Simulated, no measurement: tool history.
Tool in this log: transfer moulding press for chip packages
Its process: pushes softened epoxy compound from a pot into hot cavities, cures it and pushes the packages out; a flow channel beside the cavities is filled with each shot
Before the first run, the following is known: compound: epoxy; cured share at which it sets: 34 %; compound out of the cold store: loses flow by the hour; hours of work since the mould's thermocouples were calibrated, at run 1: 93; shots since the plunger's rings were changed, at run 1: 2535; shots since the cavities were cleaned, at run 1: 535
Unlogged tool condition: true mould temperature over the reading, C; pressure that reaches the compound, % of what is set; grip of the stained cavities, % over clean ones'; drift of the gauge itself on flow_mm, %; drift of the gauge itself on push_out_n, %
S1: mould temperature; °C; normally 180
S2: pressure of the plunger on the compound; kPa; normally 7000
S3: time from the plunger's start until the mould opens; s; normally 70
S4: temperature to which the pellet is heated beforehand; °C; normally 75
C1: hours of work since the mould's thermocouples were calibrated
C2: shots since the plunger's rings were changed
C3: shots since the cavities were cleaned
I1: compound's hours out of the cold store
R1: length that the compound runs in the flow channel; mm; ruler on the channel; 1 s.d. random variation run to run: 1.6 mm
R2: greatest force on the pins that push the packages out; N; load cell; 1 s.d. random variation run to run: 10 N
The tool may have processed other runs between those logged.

| run | day | S1 | S2 | S3 | S4 | C1 | C2 | C3 | I1 | R1 | R2 |
|---|---|---|---|---|---|---|---|---|---|---|---|
| 1 | 0 | 180 | 7000 | 70 | 75 | 93 | 2535 | 535 | 13.2 | 795 | 480 |
| 2 | 0.404 | 180 | 7000 | 70 | 75 | 98 | 2663 | 663 | 33.4 | 718 | 459 |
| 3 | 0.846 | 180 | 7000 | 70 | 75 | 103 | 2800 | 800 | 26.3 | 744 | 472 |
|  | 1.112 | cavities cleaned with cleaning compound and waxed |
| 4 | 1.246 | 180 | 7000 | 70 | 75 | 107 | 2907 | 43 | 14.3 | 790 | 483 |
| 5 | 1.892 | 180 | 7000 | 70 | 75 | 115 | 3109 | 245 | 37 | 705 | 464 |
| 6 | 2.458 | 180 | 7000 | 70 | 75 | 121 | 3287 | 423 | 26.9 | 740 | 457 |
| 7 | 3.104 | 180 | 7000 | 70 | 73 | 129 | 3490 | 626 | 43.8 | 680 | 449 |
| 8 | 3.612 | 180 | 7000 | 67 | 73 | 135 | 3650 | 786 | 18.9 | 772 | 539 |
|  | 3.917 | cavities cleaned with cleaning compound and waxed |
| 9 | 4.188 | 180 | 7000 | 90 | 75 | 141 | 3810 | 84 | 35 | 711 | 324 |
| 10 | 4.5 | 180 | 7000 | 90 | 75 | 145 | 3908 | 182 | 35.4 | 705 | 350 |
| 11 | 4.871 | 180 | 7000 | 76 | 75 | 149 | 4025 | 299 | 38.2 | 700 | 397 |
| 12 | 5.354 | 180 | 7000 | 58 | 75 | 155 | 4176 | 450 | 17.3 | 781 | 820 |
| 13 | 5.929 | 180 | 6720 | 70 | 75 | 162 | 4357 | 631 | 24.3 | 734 | 498 |
| 14 | 6.571 | 183 | 7000 | 70 | 75 | 170 | 4559 | 833 | 39.8 | 692 | 404 |
|  | 6.729 | cavities cleaned with cleaning compound and waxed |
| 15 | 7.138 | 188 | 7160 | 55 | 66 | 176 | 4717 | 128 | 34.9 | 706 | 492 |
| 16 | 7.7 | 188 | 7160 | 55 | 66 | 182 | 4893 | 304 | 9.8 | 803 | 526 |
| 17 | 8.192 | 182 | 7520 | 55 | 77 | 188 | 5047 | 458 | 39.6 | 715 | 694 |
| 18 | 8.921 | 182 | 7520 | 55 | 77 | 197 | 5277 | 688 | 26.7 | 762 | 751 |
| 19 | 9.338 | 182 | 7520 | 55 | 77 | 202 | 5407 | 818 | 17.3 | 803 | 775 |
|  | 9.542 | cavities cleaned with cleaning compound and waxed |
| 20 | 10.025 | 182 | 7520 | 55 | 77 | 209 | 5604 | 152 | 42.1 | 708 | 657 |
| 21 | 10.717 | 182 | 7520 | 55 | 77 | 218 | 5820 | 368 | 16.2 | 808 | 775 |
| 22 | 11.442 | 176 | 5540 | 70 | 75 | 226 | 6048 | 596 | 30.5 | 651 | 625 |
| 23 | 12.083 | 180 | 6920 | 98 | 75 | 234 | 6249 | 797 | 47.4 | 665 | 333 |
|  | 12.404 | plunger's sealing rings changed |
|  | 12.467 | cavities cleaned with cleaning compound and waxed |
| 24 | 12.6 | 180 | 6920 | 81 | 75 | 238 | 41 | 41 | 8.7 | 810 | 393 |
| 25 | 13.054 | 180 | 6450 | 65 | 75 | 244 | 183 | 183 | 20.9 | 732 | 555 |

Forecast each of these 4 alternatives for the next run:
| A | 13.546 | 180 | 7810 | 65 | 75 | 249 | 338 | 338 | 47.4 | ? | ? |
| B | 13.546 | 180 | 7000 | 66 | 76 | 249 | 338 | 338 | 24.7 | ? | ? |
| C | 13.546 | 174 | 7000 | 70 | 83 | 249 | 338 | 338 | 34.8 | ? | ? |
| D | 13.546 | 180 | 5940 | 70 | 75 | 249 | 338 | 338 | 16.8 | ? | ? |

| run | R1 | R2 |
|---|---|---|
| A | 705 | 530 |
| B | 750 | 513 |
| C | 720 | 687 |
| D | 721 | 490 |
With no hidden state in the tool, these same runs would have given:
| run | R1 | R2 |
|---|---|---|
| A | 705 | 525 |
| B | 750 | 508 |
| C | 720 | 681 |
| D | 721 | 486 |

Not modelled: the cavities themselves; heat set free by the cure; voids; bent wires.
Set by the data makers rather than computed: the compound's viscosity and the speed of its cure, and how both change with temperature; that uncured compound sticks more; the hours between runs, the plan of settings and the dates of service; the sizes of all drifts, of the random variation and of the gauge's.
